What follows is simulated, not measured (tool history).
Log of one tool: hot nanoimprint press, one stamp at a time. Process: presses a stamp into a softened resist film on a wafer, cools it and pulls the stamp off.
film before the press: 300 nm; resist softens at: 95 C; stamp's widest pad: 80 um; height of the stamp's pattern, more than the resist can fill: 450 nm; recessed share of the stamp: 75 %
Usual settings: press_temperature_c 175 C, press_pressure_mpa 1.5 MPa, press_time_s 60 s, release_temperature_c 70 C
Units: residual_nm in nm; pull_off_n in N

run	hour	press_temperature_c	press_pressure_mpa	press_time_s	release_temperature_c	residual_nm	pull_off_n
1	0	175	1.5	60	70	138.7	249
2	16.2	175	1.5	60	70	139.1	251
3	37.6	175	1.5	60	70	139.9	262
4	55.8	175	1.5	60	70	141.1	258
5	65.7	175	1.5	60	70	140.5	271
6	81.7	175	1.5	60	70	140.6	267
7	95.2	175	1.5	60	70	139.6	265
# hour 99.5: plate thermocouple calibrated
8	119.2	175	1.5	60	70	140.6	289
9	140.6	174	1.5	45	62	164.2	337
10	156.3	175	1.5	36	70	171.8	292
11	172.4	175	1.5	36	70	171.7	288
12	184.2	167	1.38	34	58	221.6	383
# hour 194.3: plate thermocouple calibrated, once more
13	204.5	171	1.5	60	76	152.3	227
14	221.8	174	1.91	119	76	93.8	226
15	238.4	164	1.6	38	64	208.6	329
16	253.7	164	1.6	38	64	206.4	343

3 ways to go on from here, each from the tool as it stands after run 16. What would each give?
A	271.2	164	1.33	38	71	?	?
B	271.2	175	1.75	80	58	?	?
C	271.2	175	1.5	60	69	?	?

run	residual_nm	pull_off_n
A	221.2	283
B	109.5	392
C	131.4	296
Without the tool's hidden state the same runs would have given:
run	residual_nm	pull_off_n
A	220.5	223
B	108.4	309
C	130.5	234

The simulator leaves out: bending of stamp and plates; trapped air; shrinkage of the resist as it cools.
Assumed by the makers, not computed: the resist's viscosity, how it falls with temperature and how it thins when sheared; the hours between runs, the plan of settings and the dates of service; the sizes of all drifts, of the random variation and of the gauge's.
